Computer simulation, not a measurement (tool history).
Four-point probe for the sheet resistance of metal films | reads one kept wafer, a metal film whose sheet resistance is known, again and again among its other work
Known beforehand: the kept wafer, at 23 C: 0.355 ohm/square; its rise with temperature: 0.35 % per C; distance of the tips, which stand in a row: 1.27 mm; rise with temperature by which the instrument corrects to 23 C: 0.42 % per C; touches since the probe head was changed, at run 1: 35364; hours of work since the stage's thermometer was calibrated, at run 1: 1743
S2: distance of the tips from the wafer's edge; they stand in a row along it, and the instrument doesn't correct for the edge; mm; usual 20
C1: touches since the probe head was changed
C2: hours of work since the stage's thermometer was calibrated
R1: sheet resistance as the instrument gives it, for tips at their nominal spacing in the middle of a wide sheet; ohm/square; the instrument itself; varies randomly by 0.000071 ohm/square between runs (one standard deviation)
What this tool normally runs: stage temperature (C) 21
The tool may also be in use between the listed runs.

run 1 day=0.000 | stage_temperature_(C)=21 S2=20 | C1=35364 C2=1743 | R1=0.357159
run 2 day=1.179 | stage_temperature_(C)=21 S2=20 | C1=36290 C2=1760 | R1=0.357170
run 3 day=2.588 | stage_temperature_(C)=21 S2=20 | C1=37396 C2=1780 | R1=0.357329
run 4 day=4.192 | stage_temperature_(C)=21 S2=20 | C1=38658 C2=1803 | R1=0.357145
run 5 day=5.450 | stage_temperature_(C)=21 S2=20 | C1=39646 C2=1821 | R1=0.357242
run 6 day=6.500 | stage_temperature_(C)=21 S2=20 | C1=40471 C2=1836 | R1=0.357287
run 7 day=7.742 | stage_temperature_(C)=21 S2=20 | C1=41446 C2=1854 | R1=0.357246
run 8 day=9.504 | stage_temperature_(C)=21 S2=20 | C1=42833 C2=1880 | R1=0.357368
run 9 day=10.471 | stage_temperature_(C)=21 S2=20 | C1=43593 C2=1894 | R1=0.357202
run 10 day=11.412 | stage_temperature_(C)=21 S2=20 | C1=44331 C2=1907 | R1=0.357232
run 11 day=12.392 | stage_temperature_(C)=21 S2=20 | C1=45102 C2=1921 | R1=0.357276
run 12 day=13.488 | stage_temperature_(C)=21 S2=20 | C1=45961 C2=1937 | R1=0.357145
-- day=13.608 stage's thermometer calibrated
run 13 day=15.350 | stage_temperature_(C)=21 S2=47 | C1=47409 C2=25 | R1=0.356586
run 14 day=16.217 | stage_temperature_(C)=29 S2=20 | C1=48089 C2=38 | R1=0.355517
run 15 day=17.204 | stage_temperature_(C)=26 S2=20 | C1=48867 C2=52 | R1=0.356112
run 16 day=18.817 | stage_temperature_(C)=24 S2=62 | C1=50132 C2=75 | R1=0.355924
run 17 day=20.388 | stage_temperature_(C)=22 S2=5 | C1=51369 C2=98 | R1=0.368307
run 18 day=21.629 | stage_temperature_(C)=24 S2=58 | C1=52344 C2=116 | R1=0.356004
run 19 day=23.246 | stage_temperature_(C)=27 S2=42 | C1=53615 C2=139 | R1=0.355483
-- day=24.729 stage's thermometer calibrated, once more
run 20 day=24.858 | stage_temperature_(C)=27 S2=42 | C1=54864 C2=2 | R1=0.354337
run 21 day=26.529 | stage_temperature_(C)=22 S2=49 | C1=56178 C2=26 | R1=0.355419
run 22 day=27.967 | stage_temperature_(C)=22 S2=49 | C1=57308 C2=47 | R1=0.355373
run 23 day=28.983 | stage_temperature_(C)=22 S2=49 | C1=58107 C2=61 | R1=0.355331
run 24 day=30.750 | stage_temperature_(C)=31 S2=8 | C1=59494 C2=87 | R1=0.358005
run 25 day=31.704 | stage_temperature_(C)=27 S2=20 | C1=60245 C2=101 | R1=0.354808
run 26 day=33.067 | stage_temperature_(C)=31 S2=55 | C1=61315 C2=120 | R1=0.353300
run 27 day=34.775 | stage_temperature_(C)=31 S2=55 | C1=62658 C2=145 | R1=0.353173

Alternative continuations, all from the tool just after run 27; predict every row:
run A day=35.933 | stage_temperature_(C)=32 S2=55 | C1=63569 C2=161 | R1=?
run B day=35.933 | stage_temperature_(C)=29 S2=67 | C1=63569 C2=161 | R1=?
run C day=35.933 | stage_temperature_(C)=21 S2=9 | C1=63569 C2=161 | R1=?
run D day=35.933 | stage_temperature_(C)=20 S2=20 | C1=63569 C2=161 | R1=?

run=A R1=0.353005
run=B R1=0.353681
run=C R1=0.359305
run=D R1=0.356464
Stripped of hidden state, with their random variation kept, the same runs would have yielded:
run=A R1=0.353074
run=B R1=0.353749
run=C R1=0.359372
run=D R1=0.356531
